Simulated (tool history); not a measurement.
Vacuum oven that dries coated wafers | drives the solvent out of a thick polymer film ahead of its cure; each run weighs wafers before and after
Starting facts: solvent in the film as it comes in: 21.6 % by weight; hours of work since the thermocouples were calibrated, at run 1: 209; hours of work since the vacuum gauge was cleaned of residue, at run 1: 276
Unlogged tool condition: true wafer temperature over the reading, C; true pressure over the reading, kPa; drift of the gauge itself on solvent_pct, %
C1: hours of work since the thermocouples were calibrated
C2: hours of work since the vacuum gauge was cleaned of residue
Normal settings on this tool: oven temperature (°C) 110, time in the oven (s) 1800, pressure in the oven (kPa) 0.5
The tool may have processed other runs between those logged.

run 1 hour=0.0 | oven_temperature_(°C)=110 time_in_the_oven_(s)=1800 pressure_in_the_oven_(kPa)=0.5 | C1=209 C2=276 | solvent_left_in_the_film_(%)=3.17
run 2 hour=25.9 | oven_temperature_(°C)=110 time_in_the_oven_(s)=1800 pressure_in_the_oven_(kPa)=0.5 | C1=223 C2=290 | solvent_left_in_the_film_(%)=3.07
run 3 hour=58.8 | oven_temperature_(°C)=110 time_in_the_oven_(s)=1800 pressure_in_the_oven_(kPa)=0.5 | C1=242 C2=308 | solvent_left_in_the_film_(%)=3.22
run 4 hour=89.7 | oven_temperature_(°C)=110 time_in_the_oven_(s)=1800 pressure_in_the_oven_(kPa)=0.5 | C1=259 C2=326 | solvent_left_in_the_film_(%)=3.14
run 5 hour=103.5 | oven_temperature_(°C)=110 time_in_the_oven_(s)=1800 pressure_in_the_oven_(kPa)=0.5 | C1=267 C2=333 | solvent_left_in_the_film_(%)=3.16
run 6 hour=128.0 | oven_temperature_(°C)=110 time_in_the_oven_(s)=1800 pressure_in_the_oven_(kPa)=0.5 | C1=280 C2=347 | solvent_left_in_the_film_(%)=3.25
run 7 hour=141.7 | oven_temperature_(°C)=110 time_in_the_oven_(s)=2760 pressure_in_the_oven_(kPa)=0.5 | C1=288 C2=354 | solvent_left_in_the_film_(%)=1.38
run 8 hour=173.0 | oven_temperature_(°C)=110 time_in_the_oven_(s)=1800 pressure_in_the_oven_(kPa)=0.5 | C1=305 C2=372 | solvent_left_in_the_film_(%)=3.24
run 9 hour=200.0 | oven_temperature_(°C)=110 time_in_the_oven_(s)=1800 pressure_in_the_oven_(kPa)=0.5 | C1=320 C2=387 | solvent_left_in_the_film_(%)=3.22
run 10 hour=221.1 | oven_temperature_(°C)=110 time_in_the_oven_(s)=1800 pressure_in_the_oven_(kPa)=0.5 | C1=332 C2=399 | solvent_left_in_the_film_(%)=3.24
run 11 hour=243.9 | oven_temperature_(°C)=114 time_in_the_oven_(s)=1800 pressure_in_the_oven_(kPa)=0.5 | C1=345 C2=411 | solvent_left_in_the_film_(%)=2.45

Run 12, settings as shown, results not yet in. Your forecast:
run 12 hour=277.5 | oven_temperature_(°C)=114 time_in_the_oven_(s)=1800 pressure_in_the_oven_(kPa)=0.5 | C1=363 C2=430 | solvent_left_in_the_film_(%)=?

Run 12 gave solvent left in the film (%) 2.30.
Take away the tool's hidden state, keep the run-to-run variation as it was, and the same run would have given solvent left in the film (%) 2.02.
